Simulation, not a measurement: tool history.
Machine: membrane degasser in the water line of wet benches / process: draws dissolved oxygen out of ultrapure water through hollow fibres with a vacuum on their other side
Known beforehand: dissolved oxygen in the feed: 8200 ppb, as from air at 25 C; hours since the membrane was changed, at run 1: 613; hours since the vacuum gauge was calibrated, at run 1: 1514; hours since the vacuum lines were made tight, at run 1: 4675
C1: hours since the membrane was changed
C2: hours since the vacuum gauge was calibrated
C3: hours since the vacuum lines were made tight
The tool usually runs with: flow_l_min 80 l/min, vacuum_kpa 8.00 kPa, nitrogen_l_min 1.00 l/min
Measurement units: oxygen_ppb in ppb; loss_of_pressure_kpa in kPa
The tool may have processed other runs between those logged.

Run 1, hour 0.0: usual settings; C1 613; C2 1514; C3 4675. Result: oxygen_ppb 716.1 ppb, loss_of_pressure_kpa 31.38 kPa.
Run 2, hour 82.9: usual settings; C1 695; C2 1597; C3 4757. Result: oxygen_ppb 712.7 ppb, loss_of_pressure_kpa 31.61 kPa.
Run 3, hour 198.8: usual settings; C1 811; C2 1713; C3 4873. Result: oxygen_ppb 715.2 ppb, loss_of_pressure_kpa 30.99 kPa.
Run 4, hour 324.4: usual settings; C1 937; C2 1839; C3 4999. Result: oxygen_ppb 718.3 ppb, loss_of_pressure_kpa 31.34 kPa.
Run 5, hour 449.8: usual settings; C1 1062; C2 1964; C3 5124. Result: oxygen_ppb 701.7 ppb, loss_of_pressure_kpa 31.45 kPa.
Run 6, hour 531.6: usual settings; C1 1144; C2 2046; C3 5206. Result: oxygen_ppb 714.4 ppb, loss_of_pressure_kpa 31.96 kPa.
Run 7, hour 670.5: usual settings; C1 1283; C2 2185; C3 5345. Result: oxygen_ppb 705.9 ppb, loss_of_pressure_kpa 31.55 kPa.
At hour 726.0: seals of the vacuum lines changed.
Run 8, hour 767.3: usual settings; C1 1378; C2 2280; C3 41. Result: oxygen_ppb 720.9 ppb, loss_of_pressure_kpa 31.96 kPa.
Run 9, hour 864.9: usual settings; C1 1475; C2 2377; C3 139. Result: oxygen_ppb 719.7 ppb, loss_of_pressure_kpa 31.47 kPa.
Run 10, hour 965.2: usual settings but vacuum_kpa 19.44 kPa; C1 1576; C2 2478; C3 239. Result: oxygen_ppb 1897.4 ppb, loss_of_pressure_kpa 31.86 kPa.
Run 11, hour 1094.4: usual settings but vacuum_kpa 19.44 kPa; C1 1705; C2 2607; C3 368. Result: oxygen_ppb 1907.2 ppb, loss_of_pressure_kpa 32.21 kPa.
At hour 1103.4: vacuum gauge calibrated.
Run 12, hour 1169.0: usual settings but vacuum_kpa 18.47 kPa, nitrogen_l_min 1.56 l/min; C1 1779; C2 66; C3 443. Result: oxygen_ppb 1406.3 ppb, loss_of_pressure_kpa 31.89 kPa.
Run 13, hour 1278.9: usual settings but flow_l_min 101 l/min, vacuum_kpa 19.20 kPa, nitrogen_l_min 1.43 l/min; C1 1889; C2 176; C3 552. Result: oxygen_ppb 1858.0 ppb, loss_of_pressure_kpa 40.22 kPa.
Run 14, hour 1376.5: usual settings but flow_l_min 101 l/min, vacuum_kpa 19.20 kPa, nitrogen_l_min 1.43 l/min; C1 1987; C2 273; C3 650. Result: oxygen_ppb 1856.0 ppb, loss_of_pressure_kpa 40.23 kPa.
Run 15, hour 1468.8: usual settings but flow_l_min 101 l/min, vacuum_kpa 19.20 kPa, nitrogen_l_min 1.43 l/min; C1 2079; C2 365; C3 742. Result: oxygen_ppb 1862.5 ppb, loss_of_pressure_kpa 40.33 kPa.
Run 16, hour 1533.6: usual settings but flow_l_min 101 l/min, vacuum_kpa 19.20 kPa, nitrogen_l_min 1.43 l/min; C1 2144; C2 430; C3 807. Result: oxygen_ppb 1868.6 ppb, loss_of_pressure_kpa 40.61 kPa.
Run 17, hour 1617.5: usual settings but flow_l_min 49 l/min, vacuum_kpa 7.79 kPa, nitrogen_l_min 0.60 l/min; C1 2228; C2 514; C3 891. Result: oxygen_ppb 637.9 ppb, loss_of_pressure_kpa 19.48 kPa.
Run 18, hour 1691.4: usual settings but flow_l_min 62 l/min, vacuum_kpa 9.54 kPa, nitrogen_l_min 0.50 l/min; C1 2301; C2 588; C3 965. Result: oxygen_ppb 1092.5 ppb, loss_of_pressure_kpa 24.89 kPa.
At hour 1801.5: vacuum gauge calibrated, once more.
Run 19, hour 1812.9: usual settings but flow_l_min 62 l/min, vacuum_kpa 9.54 kPa, nitrogen_l_min 0.50 l/min; C1 2422; C2 11; C3 1086. Result: oxygen_ppb 1042.1 ppb, loss_of_pressure_kpa 24.91 kPa.
Run 20, hour 1887.1: usual settings but nitrogen_l_min 2.95 l/min; C1 2497; C2 86; C3 1160. Result: oxygen_ppb 385.4 ppb, loss_of_pressure_kpa 32.35 kPa.
Run 21, hour 2045.0: usual settings but nitrogen_l_min 2.95 l/min; C1 2655; C2 243; C3 1318. Result: oxygen_ppb 381.6 ppb, loss_of_pressure_kpa 32.46 kPa.
Run 22, hour 2109.9: usual settings but nitrogen_l_min 2.95 l/min; C1 2719; C2 308; C3 1383. Result: oxygen_ppb 388.8 ppb, loss_of_pressure_kpa 32.23 kPa.

Consider 3 possible next runs. They are alternatives, not a sequence: every one starts from the tool as it was left by run 22. What does each give?
Run A, hour 2263.2: usual settings but flow_l_min 56 l/min, vacuum_kpa 15.14 kPa, nitrogen_l_min 0.95 l/min; C1 2873; C2 462; C3 1536. Result: oxygen_ppb ?, loss_of_pressure_kpa ?.
Run B, hour 2263.2: usual settings but vacuum_kpa 5.17 kPa, nitrogen_l_min 1.07 l/min; C1 2873; C2 462; C3 1536. Result: oxygen_ppb ?, loss_of_pressure_kpa ?.
Run C, hour 2263.2: usual settings but vacuum_kpa 13.41 kPa, nitrogen_l_min 0.57 l/min; C1 2873; C2 462; C3 1536. Result: oxygen_ppb ?, loss_of_pressure_kpa ?.

run  oxygen_ppb  loss_of_pressure_kpa
  A      1190.9                 22.56
  B       361.6                 32.64
  C      1765.1                 32.22
Stripped of hidden state, with their random variation kept, the same runs would have yielded:
run  oxygen_ppb  loss_of_pressure_kpa
  A      1185.2                 21.70
  B       341.5                 31.40
  C      1752.2                 30.99
